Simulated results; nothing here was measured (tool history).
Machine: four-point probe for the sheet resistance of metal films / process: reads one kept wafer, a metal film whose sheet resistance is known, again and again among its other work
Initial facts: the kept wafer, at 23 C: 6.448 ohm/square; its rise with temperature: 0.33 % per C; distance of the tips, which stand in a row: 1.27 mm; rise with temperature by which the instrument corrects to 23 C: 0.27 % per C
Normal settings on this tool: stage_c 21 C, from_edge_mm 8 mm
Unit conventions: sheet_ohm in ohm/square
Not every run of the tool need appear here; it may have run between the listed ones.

| run | hour | stage_c | from_edge_mm | sheet_ohm |
|---|---|---|---|---|
| 1 | 0 | 21 | 8 | 6.530489 |
| 2 | 19.4 | 21 | 8 | 6.530731 |
| 3 | 38.1 | 21 | 8 | 6.529281 |
| 4 | 56.6 | 19 | 8 | 6.521132 |
| 5 | 67.8 | 19 | 8 | 6.522103 |
| 6 | 83.5 | 19 | 8 | 6.520273 |
| 7 | 95.4 | 19 | 8 | 6.519556 |
| 8 | 105.4 | 19 | 8 | 6.522895 |
| 9 | 123.7 | 21 | 8 | 6.526963 |
| 10 | 141.4 | 21 | 4 | 6.771105 |
| 11 | 165.1 | 21 | 7 | 6.550909 |
| 12 | 183.5 | 21 | 7 | 6.551764 |
| 13 | 199.7 | 21 | 40 | 6.442583 |
| 14 | 210.2 | 21 | 40 | 6.440817 |
| 15 | 233.7 | 21 | 8 | 6.523704 |
| 16 | 250.3 | 21 | 8 | 6.524345 |
| 17 | 260.4 | 21 | 8 | 6.528788 |
| 18 | 276.1 | 33 | 5 | 6.697625 |
| 19 | 295.2 | 33 | 5 | 6.696387 |
| 20 | 314 | 33 | 5 | 6.698992 |
| 21 | 333.7 | 33 | 5 | 6.698603 |
| 22 | 355.2 | 20 | 18 | 6.448793 |
| 23 | 365.2 | 30 | 17 | 6.48952 |
| 24 | 382.1 | 28 | 26 | 6.469025 |
| 25 | 394.3 | 22 | 28 | 6.444548 |
| 26 | 412.5 | 34 | 11 | 6.526973 |
| 27 | 425.9 | 34 | 15 | 6.505838 |
| 28 | 449.5 | 34 | 15 | 6.503332 |
| 29 | 463.1 | 29 | 14 | 6.490046 |
| 30 | 473.2 | 29 | 14 | 6.490242 |
| 31 | 489.6 | 19 | 9 | 6.494438 |
| 32 | 503.8 | 19 | 9 | 6.49328 |
| 33 | 522.5 | 22 | 9 | 6.501445 |

Each row is a separate what-if for the run after 33, all from the same tool condition, not one after another. Results?
| A | 546.1 | 35 | 53 | ? |
| B | 546.1 | 18 | 8 | ? |
| C | 546.1 | 20 | 18 | ? |
| D | 546.1 | 21 | 8 | ? |

| run | sheet_ohm |
|---|---|
| A | 6.483771 |
| B | 6.506679 |
| C | 6.445907 |
| D | 6.518659 |
Without the tool's unlogged condition, the same runs would have read:
| run | sheet_ohm |
|---|---|
| A | 6.494287 |
| B | 6.517034 |
| C | 6.4562 |
| D | 6.529068 |
